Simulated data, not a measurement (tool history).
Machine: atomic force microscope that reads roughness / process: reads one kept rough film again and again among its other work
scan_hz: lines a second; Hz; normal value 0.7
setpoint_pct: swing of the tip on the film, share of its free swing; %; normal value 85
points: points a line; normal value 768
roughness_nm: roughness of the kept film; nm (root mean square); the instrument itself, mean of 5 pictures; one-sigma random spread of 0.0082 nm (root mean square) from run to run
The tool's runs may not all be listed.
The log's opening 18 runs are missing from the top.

run,hour,scan_hz,setpoint_pct,points,pictures with this tip,hours of work since the height scale was calibrated,roughness_nm
19,612.1,3.734,79,581,175,1247,1.325
20,654.1,1.186,81,344,220,1272,1.551
21,686,0.775,81,333,254,1291,1.608
22,721.3,0.775,81,333,292,1312,1.576
23,743.9,0.775,81,333,316,1326,1.557
24,772.2,0.986,79,296,346,1343,1.525
25,793.3,0.896,79,850,369,1356,1.543
# hour 819.6: new tip fitted
26,822.3,0.937,85,360,3,1373,1.727
27,866.6,0.937,85,360,51,1399,1.704
28,891.6,2.215,63,768,77,1414,1.723
29,930.2,0.595,85,768,119,1437,1.707
30,972.9,0.595,85,768,164,1463,1.688
31,1014.5,3.178,65,768,209,1488,1.568
32,1049.4,3.856,59,326,246,1509,1.567
33,1075.3,0.807,72,355,274,1524,1.646

Branching from run 33: 4 alternative next runs. What would each branch give?
A,1114.5,0.721,59,768,316,1548,?
B,1114.5,0.807,70,355,316,1548,?
C,1114.5,0.807,59,355,316,1548,?
D,1114.5,0.83,72,355,316,1548,?

run,roughness_nm
A,1.674
B,1.618
C,1.656
D,1.601
Without the tool's hidden state the same runs would have given:
run,roughness_nm
A,1.917
B,1.853
C,1.897
D,1.835

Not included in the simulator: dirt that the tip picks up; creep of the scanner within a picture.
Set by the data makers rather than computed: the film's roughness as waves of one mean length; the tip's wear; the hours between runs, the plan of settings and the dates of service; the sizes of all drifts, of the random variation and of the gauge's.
